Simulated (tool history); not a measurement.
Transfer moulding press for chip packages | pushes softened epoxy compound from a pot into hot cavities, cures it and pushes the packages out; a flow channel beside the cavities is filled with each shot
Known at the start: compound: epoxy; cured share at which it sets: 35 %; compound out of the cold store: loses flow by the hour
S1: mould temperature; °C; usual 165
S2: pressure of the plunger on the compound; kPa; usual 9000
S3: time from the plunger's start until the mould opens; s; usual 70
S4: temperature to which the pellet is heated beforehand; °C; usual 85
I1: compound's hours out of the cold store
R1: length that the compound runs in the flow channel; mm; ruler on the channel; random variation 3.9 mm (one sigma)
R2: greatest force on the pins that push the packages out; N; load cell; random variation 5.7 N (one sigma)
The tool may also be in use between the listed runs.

run     day   S1    S2   S3  S4    I1   R1   R2
  1   0.000  165  9000   70  85  34.8  723  197
  2   0.746  165  9000   70  85  44.0  684  271
  3   1.504  165  9000   70  85  41.2  694  328
  4   2.142  165  9000   70  85  40.5  689  339
  5   2.775  165  9000   70  85  41.3  687  366
      3.358  -- cavities cleaned with cleaning compound and waxed
  6   3.425  165  9000   70  85  30.4  727  219
  7   4.196  165  8890   70  85  28.0  724  305
  8   4.850  165  9000   70  85  28.5  727  331
      5.250  -- plunger's sealing rings changed
  9   5.621  165  9000   70  85  13.5  823  382
 10   6.171  165  9000   70  85  37.2  726  370
      6.808  -- cavities cleaned with cleaning compound and waxed
 11   6.850  165  9000   70  85  20.8  782  213
 12   7.608  165  9000   70  85  11.0  828  309
 13   7.992  165  9000   70  85   8.5  834  333
      8.633  -- mould's thermocouples calibrated
 14   8.650  165  9000   70  85  20.5  780  352
 15   9.088  165  9000   70  85  40.2  708  363
 16   9.579  164  7630   70  85  11.3  754  424
 17  10.062  164  7630   70  85  32.8  672  414
     10.225  -- cavities cleaned with cleaning compound and waxed
 18  10.533  164  7630   70  85  14.6  741  259
 19  10.962  165  7440   54  84  10.1  744  567
 20  11.450  165  7660   70  85  26.2  690  323
 21  12.183  165  7810   70  79  43.5  637  349
 22  12.542  170  9000   70  87  35.6  703  304
 23  12.917  165  9000   70  87  43.5  683  379
     13.600  -- cavities cleaned with cleaning compound and waxed
 24  13.629  169  9000  101  86  17.2  773  168
 25  14.225  168  9000   59  80  10.4  794  364
 26  14.983  168  9000   59  80  18.9  762  438
 27  15.604  165  9030   64  85   8.6  807  486
 28  16.125  165  9000   56  80  12.3  780  752
 29  16.488  165  9000   63  91  32.7  708  480
     16.946  -- cavities cleaned with cleaning compound and waxed
     17.329  -- plunger's sealing rings changed
 30  17.329  167  9170   95  91  18.2  809  182

The same runs without the tool's hidden state, with the same run-to-run variation:
The hidden state here: true mould temperature over the reading, C; pressure that reaches the compound, % of what is set; grip of the stained cavities, % over clean ones'; drift of the gauge itself on flow_mm, %; drift of the gauge itself on push_out_n, %.
run   R1   R2
  1  748  195
  2  710  194
  3  724  197
  4  721  178
  5  721  184
  6  766  204
  7  766  208
  8  772  195
  9  826  205
 10  731  186
 11  790  202
 12  840  214
 13  848  209
 14  796  203
 15  725  199
 16  774  214
 17  690  207
 18  764  219
 19  768  408
 20  715  206
 21  662  195
 22  733  160
 23  713  194
 24  810  157
 25  835  264
 26  804  263
 27  856  263
 28  830  390
 29  755  241
 30  810  152
